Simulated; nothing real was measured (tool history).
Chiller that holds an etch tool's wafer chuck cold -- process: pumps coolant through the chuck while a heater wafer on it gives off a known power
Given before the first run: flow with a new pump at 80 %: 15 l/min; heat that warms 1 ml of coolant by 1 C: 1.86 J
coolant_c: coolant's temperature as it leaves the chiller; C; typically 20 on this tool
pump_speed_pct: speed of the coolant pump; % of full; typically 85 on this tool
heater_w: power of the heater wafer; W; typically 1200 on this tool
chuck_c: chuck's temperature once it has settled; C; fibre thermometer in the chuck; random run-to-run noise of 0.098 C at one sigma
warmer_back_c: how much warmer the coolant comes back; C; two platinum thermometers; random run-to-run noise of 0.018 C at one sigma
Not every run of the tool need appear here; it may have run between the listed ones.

run 1 hour=0 | coolant_c=20 pump_speed_pct=85 heater_w=1200 | chuck_c=28.91 warmer_back_c=2.43
run 2 hour=50.2 | coolant_c=20 pump_speed_pct=85 heater_w=1200 | chuck_c=29.06 warmer_back_c=2.42
run 3 hour=114.1 | coolant_c=20 pump_speed_pct=85 heater_w=1200 | chuck_c=29.06 warmer_back_c=2.44
run 4 hour=178.8 | coolant_c=20 pump_speed_pct=85 heater_w=1200 | chuck_c=28.91 warmer_back_c=2.44
run 5 hour=260.2 | coolant_c=20 pump_speed_pct=85 heater_w=1200 | chuck_c=28.87 warmer_back_c=2.49
run 6 hour=338.5 | coolant_c=20 pump_speed_pct=85 heater_w=1200 | chuck_c=28.89 warmer_back_c=2.49
run 7 hour=383.9 | coolant_c=20 pump_speed_pct=85 heater_w=1200 | chuck_c=29.07 warmer_back_c=2.53
run 8 hour=423.6 | coolant_c=20 pump_speed_pct=85 heater_w=1200 | chuck_c=28.74 warmer_back_c=2.5
run 9 hour=471.1 | coolant_c=20 pump_speed_pct=85 heater_w=1200 | chuck_c=28.8 warmer_back_c=2.54
-- hour=543.4 coolant changed, channels flushed
run 10 hour=556.7 | coolant_c=20 pump_speed_pct=85 heater_w=1200 | chuck_c=28.86 warmer_back_c=2.52
run 11 hour=612.7 | coolant_c=20 pump_speed_pct=85 heater_w=1200 | chuck_c=29.01 warmer_back_c=2.56
run 12 hour=695.7 | coolant_c=20 pump_speed_pct=85 heater_w=1200 | chuck_c=28.85 warmer_back_c=2.57
run 13 hour=751.9 | coolant_c=10 pump_speed_pct=85 heater_w=1200 | chuck_c=18.85 warmer_back_c=2.56
run 14 hour=788.1 | coolant_c=17 pump_speed_pct=85 heater_w=1200 | chuck_c=25.83 warmer_back_c=2.59
-- hour=806.9 chiller's thermometer calibrated
run 15 hour=852.4 | coolant_c=20 pump_speed_pct=85 heater_w=1200 | chuck_c=28.93 warmer_back_c=2.61
run 16 hour=935 | coolant_c=20 pump_speed_pct=85 heater_w=1200 | chuck_c=28.92 warmer_back_c=2.6
run 17 hour=999.5 | coolant_c=20 pump_speed_pct=82 heater_w=1200 | chuck_c=28.99 warmer_back_c=2.73
run 18 hour=1043.1 | coolant_c=20 pump_speed_pct=82 heater_w=1200 | chuck_c=28.87 warmer_back_c=2.71
run 19 hour=1107.8 | coolant_c=20 pump_speed_pct=85 heater_w=629 | chuck_c=24.66 warmer_back_c=1.5
run 20 hour=1174.2 | coolant_c=20 pump_speed_pct=85 heater_w=629 | chuck_c=24.48 warmer_back_c=1.53
run 21 hour=1241.5 | coolant_c=28 pump_speed_pct=85 heater_w=629 | chuck_c=32.71 warmer_back_c=1.53
run 22 hour=1325.9 | coolant_c=28 pump_speed_pct=85 heater_w=629 | chuck_c=32.5 warmer_back_c=1.55
run 23 hour=1390.8 | coolant_c=28 pump_speed_pct=85 heater_w=629 | chuck_c=32.6 warmer_back_c=1.56
run 24 hour=1428.3 | coolant_c=28 pump_speed_pct=85 heater_w=1302 | chuck_c=37.59 warmer_back_c=2.92
run 25 hour=1509.3 | coolant_c=13 pump_speed_pct=71 heater_w=1572 | chuck_c=26.3 warmer_back_c=4.11
run 26 hour=1582.5 | coolant_c=24 pump_speed_pct=66 heater_w=920 | chuck_c=32.02 warmer_back_c=2.71
run 27 hour=1624.8 | coolant_c=24 pump_speed_pct=66 heater_w=920 | chuck_c=32.1 warmer_back_c=2.69
run 28 hour=1707.3 | coolant_c=19 pump_speed_pct=70 heater_w=1214 | chuck_c=29.24 warmer_back_c=3.3
run 29 hour=1784.8 | coolant_c=28 pump_speed_pct=76 heater_w=675 | chuck_c=33.5 warmer_back_c=1.88
run 30 hour=1842.5 | coolant_c=17 pump_speed_pct=93 heater_w=831 | chuck_c=22.94 warmer_back_c=1.89
run 31 hour=1916.2 | coolant_c=17 pump_speed_pct=93 heater_w=831 | chuck_c=22.77 warmer_back_c=1.93
run 32 hour=1970.6 | coolant_c=13 pump_speed_pct=93 heater_w=877 | chuck_c=19.21 warmer_back_c=2.03

Results for each run, recomputed without the tool's hidden state and with each run's random variation untouched:
The tool's hidden condition here consists of: heat passed by the chuck's channels, % of clean ones'; flow at a given pump speed, % of a new pump's; coolant's true temperature over the reading, C; drift of the gauge itself on chuck_c, C; drift of the gauge itself on warmer_back_c, C.
run=1 warmer_back_c=2.43
run=2 warmer_back_c=2.41
run=3 warmer_back_c=2.42
run=4 warmer_back_c=2.4
run=5 warmer_back_c=2.43
run=6 warmer_back_c=2.42
run=7 warmer_back_c=2.45
run=8 warmer_back_c=2.42
run=9 warmer_back_c=2.44
run=10 warmer_back_c=2.41
run=11 warmer_back_c=2.44
run=12 warmer_back_c=2.43
run=13 warmer_back_c=2.41
run=14 warmer_back_c=2.43
run=15 warmer_back_c=2.44
run=16 warmer_back_c=2.41
run=17 warmer_back_c=2.54
run=18 warmer_back_c=2.51
run=19 warmer_back_c=1.29
run=20 warmer_back_c=1.3
run=21 warmer_back_c=1.28
run=22 warmer_back_c=1.29
run=23 warmer_back_c=1.28
run=24 warmer_back_c=2.63
run=25 warmer_back_c=3.81
run=26 warmer_back_c=2.4
run=27 warmer_back_c=2.37
run=28 warmer_back_c=2.96
run=29 warmer_back_c=1.53
run=30 warmer_back_c=1.53
run=31 warmer_back_c=1.55
run=32 warmer_back_c=1.64
chuck_c: at most 0.02 C away from the measurement, every run.
